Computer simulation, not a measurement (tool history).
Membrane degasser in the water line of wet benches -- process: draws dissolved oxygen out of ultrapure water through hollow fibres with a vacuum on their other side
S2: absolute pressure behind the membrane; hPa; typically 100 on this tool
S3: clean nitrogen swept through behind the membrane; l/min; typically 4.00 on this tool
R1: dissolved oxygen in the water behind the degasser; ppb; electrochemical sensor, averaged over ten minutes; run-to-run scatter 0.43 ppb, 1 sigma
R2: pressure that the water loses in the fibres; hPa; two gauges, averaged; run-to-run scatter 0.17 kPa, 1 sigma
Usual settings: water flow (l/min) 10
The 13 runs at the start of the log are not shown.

{"run": 14, "hour": 2228.2, "water flow (l/min)": 8, "S2": 100, "S3": 4.0, "R1": 35.5, "R2": 240.0}
{"run": 15, "hour": 2361.2, "water flow (l/min)": 8, "S2": 100, "S3": 4.0, "R1": 36.1, "R2": 240.2}
{"run": 16, "hour": 2560.8, "water flow (l/min)": 8, "S2": 100, "S3": 4.0, "R1": 36.1, "R2": 239.8}
{"run": 17, "hour": 2673.3, "water flow (l/min)": 10, "S2": 159, "S3": 3.76, "R1": 87.5, "R2": 300.0}
{"run": 18, "hour": 2767.6, "water flow (l/min)": 15, "S2": 69, "S3": 2.57, "R1": 63.3, "R2": 446.6}
{"run": 19, "hour": 2980.5, "water flow (l/min)": 14, "S2": 100, "S3": 4.0, "R1": 67.0, "R2": 419.6}
{"run": 20, "hour": 3123.8, "water flow (l/min)": 14, "S2": 100, "S3": 4.0, "R1": 66.8, "R2": 420.4}
{"run": 21, "hour": 3322.9, "water flow (l/min)": 11, "S2": 182, "S3": 1.68, "R1": 234.7, "R2": 325.5}
{"run": 22, "hour": 3486.1, "water flow (l/min)": 11, "S2": 182, "S3": 1.68, "R1": 235.4, "R2": 329.4}
{"hour": 3529.0, "done": "vacuum gauge calibrated"}
{"run": 23, "hour": 3652.1, "water flow (l/min)": 9, "S2": 98, "S3": 4.0, "R1": 40.3, "R2": 267.4}
{"run": 24, "hour": 3811.1, "water flow (l/min)": 7, "S2": 98, "S3": 4.0, "R1": 30.5, "R2": 207.8}
{"run": 25, "hour": 4011.5, "water flow (l/min)": 7, "S2": 243, "S3": 4.0, "R1": 92.7, "R2": 209.0}
{"run": 26, "hour": 4232.0, "water flow (l/min)": 7, "S2": 243, "S3": 4.0, "R1": 92.6, "R2": 210.4}
{"run": 27, "hour": 4446.3, "water flow (l/min)": 6, "S2": 67, "S3": 6.92, "R1": 8.1, "R2": 179.3}
{"run": 28, "hour": 4632.9, "water flow (l/min)": 6, "S2": 67, "S3": 6.92, "R1": 8.6, "R2": 178.1}
{"run": 29, "hour": 4742.6, "water flow (l/min)": 10, "S2": 88, "S3": 2.91, "R1": 51.5, "R2": 301.5}
{"run": 30, "hour": 4961.1, "water flow (l/min)": 14, "S2": 151, "S3": 5.26, "R1": 85.9, "R2": 420.1}
{"run": 31, "hour": 5169.8, "water flow (l/min)": 8, "S2": 151, "S3": 1.66, "R1": 140.9, "R2": 240.6}
{"run": 32, "hour": 5272.3, "water flow (l/min)": 8, "S2": 151, "S3": 1.66, "R1": 139.6, "R2": 237.9}

Branching from run 32: 4 alternative next runs. What would each branch give?
{"run": "A", "hour": 5470.4, "water flow (l/min)": 9, "S2": 100, "S3": 5.31, "R1": "?", "R2": "?"}
{"run": "B", "hour": 5470.4, "water flow (l/min)": 8, "S2": 229, "S3": 10.82, "R1": "?", "R2": "?"}
{"run": "C", "hour": 5470.4, "water flow (l/min)": 11, "S2": 151, "S3": 2.49, "R1": "?", "R2": "?"}
{"run": "D", "hour": 5470.4, "water flow (l/min)": 10, "S2": 100, "S3": 1.91, "R1": "?", "R2": "?"}

run=A R1=31.4 R2=270.6
run=B R1=38.7 R2=240.2
run=C R1=132.0 R2=331.3
run=D R1=90.4 R2=302.4
The same runs, with their run-to-run variation unchanged, on a tool lacking any hidden condition would have given:
run=A R1=31.3 R2=269.8
run=B R1=38.6 R2=239.5
run=C R1=131.8 R2=330.3
run=D R1=90.3 R2=301.5

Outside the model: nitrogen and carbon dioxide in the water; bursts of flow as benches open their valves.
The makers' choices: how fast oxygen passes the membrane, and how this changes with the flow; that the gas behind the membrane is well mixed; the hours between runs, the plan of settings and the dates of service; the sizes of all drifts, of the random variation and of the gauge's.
